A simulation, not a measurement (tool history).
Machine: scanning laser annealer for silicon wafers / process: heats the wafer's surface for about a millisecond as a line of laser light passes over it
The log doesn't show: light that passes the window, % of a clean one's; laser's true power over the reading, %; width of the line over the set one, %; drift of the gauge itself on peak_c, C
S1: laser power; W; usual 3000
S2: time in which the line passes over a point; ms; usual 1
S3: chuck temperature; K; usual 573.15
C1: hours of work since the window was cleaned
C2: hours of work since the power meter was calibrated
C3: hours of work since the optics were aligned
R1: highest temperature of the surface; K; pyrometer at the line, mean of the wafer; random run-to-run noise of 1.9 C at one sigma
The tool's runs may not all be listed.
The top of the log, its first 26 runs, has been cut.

run	hour	S1	S2	S3	C1	C2	C3	R1
27	269	2985	0.72	597.15	30	389	1075	1257.15
28	279.2	2940	0.8	573.15	35	395	1081	1258.15
29	292	2940	0.8	573.15	43	402	1088	1253.15
# hour 299: window over the wafer cleaned, once more
30	299.7	2649	0.72	573.15	0	405	1091	1196.15
31	310.6	3040	0.89	604.15	6	411	1097	1384.15
32	319.4	2636	0.82	573.15	11	416	1102	1230.15
33	325.2	2841	0.87	573.15	15	419	1105	1298.15
34	338	2841	0.87	573.15	22	427	1112	1296.15
35	350.6	2841	0.87	573.15	29	434	1119	1297.15
36	359.6	2841	0.79	573.15	34	439	1124	1266.15
37	372.7	2868	1.15	588.15	41	446	1132	1419.15
38	381.9	2868	1.15	588.15	46	451	1137	1424.15
39	392.9	2880	1	573.15	52	457	1143	1355.15
40	399.4	2955	0.72	605.15	56	461	1146	1290.15

Forecast each of these 4 alternatives for the next run:
A	407.4	2955	1.22	558.15	60	465	1151	?
B	407.4	3101	0.72	605.15	60	465	1151	?
C	407.4	3000	1	563.15	60	465	1151	?
D	407.4	2700	0.89	585.15	60	465	1151	?

run	R1
A	1435.15
B	1321.15
C	1375.15
D	1279.15
Without the tool's unlogged condition, the same runs would have read:
run	R1
A	1457.15
B	1339.15
C	1396.15
D	1297.15
